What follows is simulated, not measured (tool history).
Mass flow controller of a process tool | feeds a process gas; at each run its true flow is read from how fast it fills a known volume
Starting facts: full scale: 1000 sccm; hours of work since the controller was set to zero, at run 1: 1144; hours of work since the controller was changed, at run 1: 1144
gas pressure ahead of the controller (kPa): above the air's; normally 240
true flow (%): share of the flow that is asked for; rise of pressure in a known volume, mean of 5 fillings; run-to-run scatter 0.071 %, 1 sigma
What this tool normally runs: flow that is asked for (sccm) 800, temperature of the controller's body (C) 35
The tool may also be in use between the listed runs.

run     day  flow that is asked for (sccm)  gas pressure ahead of the controller (kPa)  temperature of the controller's body (C)  hours of work since the controller was set to zero  hours of work since the controller was changed  true flow (%)
  1       0                            800                                         240                                        35                                                1144                                            1144         100.24
  2     4.2                            800                                         240                                        35                                                1185                                            1185         100.18
  3   6.271                            800                                         240                                        35                                                1205                                            1205         100.22
  4  10.321                            800                                         240                                        35                                                1245                                            1245         100.28
  5  12.696                            800                                         240                                        21                                                1268                                            1268           99.1
  6  15.625                            800                                         240                                        21                                                1296                                            1296           99.1
  7  18.396                            800                                         161                                        35                                                1323                                            1323         100.38
  8  20.971                            800                                         161                                        35                                                1348                                            1348         100.43
  9  24.708                            305                                         161                                        35                                                1385                                            1385          98.32
 10  28.888                            305                                         161                                        35                                                1426                                            1426          98.39
 11  31.958                            800                                         240                                        35                                                1455                                            1455         100.39
 12  34.992                            800                                         240                                        35                                                1485                                            1485         100.28
 13  37.625                            800                                         240                                        35                                                1511                                            1511         100.22
 14  39.529                            800                                         240                                        35                                                1529                                            1529         100.32
 15  43.396                            800                                         240                                        35                                                1567                                            1567         100.33
     43.604  -- controller's zero set anew
 16  47.012                            877                                         240                                        35                                                  33                                            1602         100.53
 17  49.746                            103                                         240                                        35                                                  60                                            1628          94.56
 18  52.079                            800                                         240                                        34                                                  82                                            1651         100.03
     53.858  -- controller's zero set anew, once more
 19  54.662                            309                                         240                                        29                                                   8                                            1676          98.35
 20  58.583                            502                                         240                                        26                                                  46                                            1714          98.71
 21  61.875                            339                                         234                                        31                                                  78                                            1746          98.65
 22  64.875                            131                                         271                                        27                                                 107                                            1775          97.29
 23  68.679                            131                                         271                                        27                                                 144                                            1812          97.38
 24  71.458                            131                                         271                                        27                                                 171                                            1839          97.18
 25  73.404                            800                                         196                                        35                                                 190                                            1858         100.74
 26  76.129                            828                                         162                                        27                                                 217                                            1885         100.18
 27  80.362                            225                                         187                                        25                                                 258                                            1926          97.68
 28  84.338                            225                                         187                                        25                                                 297                                            1965          97.73
 29  87.362                            127                                         253                                        29                                                 326                                            1994          97.22

3 ways to go on from here, each from the tool as it stands after run 29. What would each give?
  A  89.975                            132                                         253                                        29                                                 351                                            2020              ?
  B  89.975                            800                                         168                                        35                                                 351                                            2020              ?
  C  89.975                            556                                         171                                        29                                                 351                                            2020              ?

run  true flow (%)
  A           97.3
  B         100.67
  C          99.25
What these runs would have given with no unlogged condition in the tool:
run  true flow (%)
  A           97.3
  B         100.17
  C           98.8
